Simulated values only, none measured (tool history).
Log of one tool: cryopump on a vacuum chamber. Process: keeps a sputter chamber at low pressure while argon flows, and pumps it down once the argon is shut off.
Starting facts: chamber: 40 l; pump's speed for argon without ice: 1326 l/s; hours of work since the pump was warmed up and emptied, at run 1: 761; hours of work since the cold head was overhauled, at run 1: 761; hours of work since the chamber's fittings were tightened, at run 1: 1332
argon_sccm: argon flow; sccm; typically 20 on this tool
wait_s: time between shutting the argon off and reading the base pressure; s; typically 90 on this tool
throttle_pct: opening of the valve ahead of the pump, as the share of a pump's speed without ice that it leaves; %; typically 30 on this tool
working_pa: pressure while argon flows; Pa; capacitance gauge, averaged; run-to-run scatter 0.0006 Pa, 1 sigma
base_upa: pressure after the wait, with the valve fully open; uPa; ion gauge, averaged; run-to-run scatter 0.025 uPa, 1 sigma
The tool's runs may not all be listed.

| run | hour | argon_sccm | wait_s | throttle_pct | hours of work since the pump was warmed up and emptied | hours of work since the cold head was overhauled | hours of work since the chamber's fittings were tightened | working_pa | base_upa |
|---|---|---|---|---|---|---|---|---|---|
| 1 | 0 | 20 | 90 | 30 | 761 | 761 | 1332 | 0.09 | 2.95 |
| 2 | 29.3 | 20 | 46 | 30 | 777 | 777 | 1348 | 0.0903 | 3.83 |
| 3 | 73.3 | 20 | 46 | 30 | 801 | 801 | 1372 | 0.0911 | 3.68 |
| 4 | 136.5 | 20 | 46 | 30 | 836 | 836 | 1407 | 0.0917 | 3.82 |
|  | 175 | leaking fittings of the chamber tightened, without venting |
| 5 | 184.8 | 20 | 46 | 30 | 861 | 861 | 5 | 0.0928 | 2 |
| 6 | 211.3 | 20 | 90 | 30 | 875 | 875 | 20 | 0.0926 | 1.11 |
| 7 | 238.4 | 20 | 90 | 30 | 890 | 890 | 35 | 0.0933 | 1.14 |
| 8 | 270 | 20 | 90 | 30 | 908 | 908 | 52 | 0.0923 | 1.22 |
| 9 | 321.4 | 8 | 46 | 30 | 936 | 936 | 80 | 0.0384 | 2 |
| 10 | 349.6 | 9 | 55 | 23 | 951 | 951 | 96 | 0.0542 | 1.8 |
| 11 | 381.1 | 9 | 134 | 34 | 968 | 968 | 113 | 0.0371 | 1.04 |
| 12 | 437.5 | 20 | 88 | 46 | 999 | 999 | 144 | 0.0654 | 1.34 |
| 13 | 464.7 | 20 | 39 | 19 | 1014 | 1014 | 159 | 0.1435 | 2.44 |
| 14 | 515 | 14 | 50 | 30 | 1042 | 1042 | 186 | 0.0664 | 2.08 |
| 15 | 543.2 | 14 | 50 | 30 | 1057 | 1057 | 202 | 0.0668 | 2.09 |
| 16 | 605.9 | 20 | 90 | 48 | 1091 | 1091 | 236 | 0.0633 | 1.51 |

Branching from run 16: 3 alternative next runs. What would each branch give?
| A | 651.1 | 23 | 264 | 30 | 1116 | 1116 | 261 | ? | ? |
| B | 651.1 | 20 | 32 | 18 | 1116 | 1116 | 261 | ? | ? |
| C | 651.1 | 26 | 82 | 24 | 1116 | 1116 | 261 | ? | ? |

| run | working_pa | base_upa |
|---|---|---|
| A | 0.1094 | 0.96 |
| B | 0.1525 | 2.86 |
| C | 0.1513 | 1.61 |
Without the tool's unlogged condition, the same runs would have read:
| run | working_pa | base_upa |
|---|---|---|
| A | 0.0971 | 0.49 |
| B | 0.1418 | 2.41 |
| C | 0.1375 | 1.14 |

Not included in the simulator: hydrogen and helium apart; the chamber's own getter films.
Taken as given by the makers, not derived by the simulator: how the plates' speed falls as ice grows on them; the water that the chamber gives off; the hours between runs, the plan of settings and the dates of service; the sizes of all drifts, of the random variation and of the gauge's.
